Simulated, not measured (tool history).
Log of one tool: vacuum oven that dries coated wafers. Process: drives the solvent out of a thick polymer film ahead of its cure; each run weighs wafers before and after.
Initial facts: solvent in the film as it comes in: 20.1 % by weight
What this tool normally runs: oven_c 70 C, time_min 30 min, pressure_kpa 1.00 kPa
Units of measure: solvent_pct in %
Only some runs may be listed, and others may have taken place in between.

| run | hour | oven_c | time_min | pressure_kpa | solvent_pct |
|---|---|---|---|---|---|
| 1 | 0.0 | 70 | 30 | 1.00 | 1.99 |
| 2 | 51.7 | 70 | 30 | 1.41 | 2.24 |
| 3 | 99.7 | 70 | 30 | 1.00 | 2.03 |
| 4 | 155.2 | 70 | 30 | 1.00 | 2.03 |
| 5 | 192.8 | 56 | 30 | 1.00 | 5.60 |
| 6 | 244.9 | 56 | 30 | 1.00 | 5.77 |
| 7 | 296.5 | 56 | 30 | 1.00 | 5.67 |
| 8 | 332.5 | 68 | 30 | 1.00 | 2.39 |

Run 9 has not been measured yet. What should we expect?
| 9 | 365.1 | 68 | 30 | 1.00 | ? |

Run 9 measured solvent_pct 2.39 %.
Had the tool carried no hidden state, the very same run would have given solvent_pct 2.39 %.
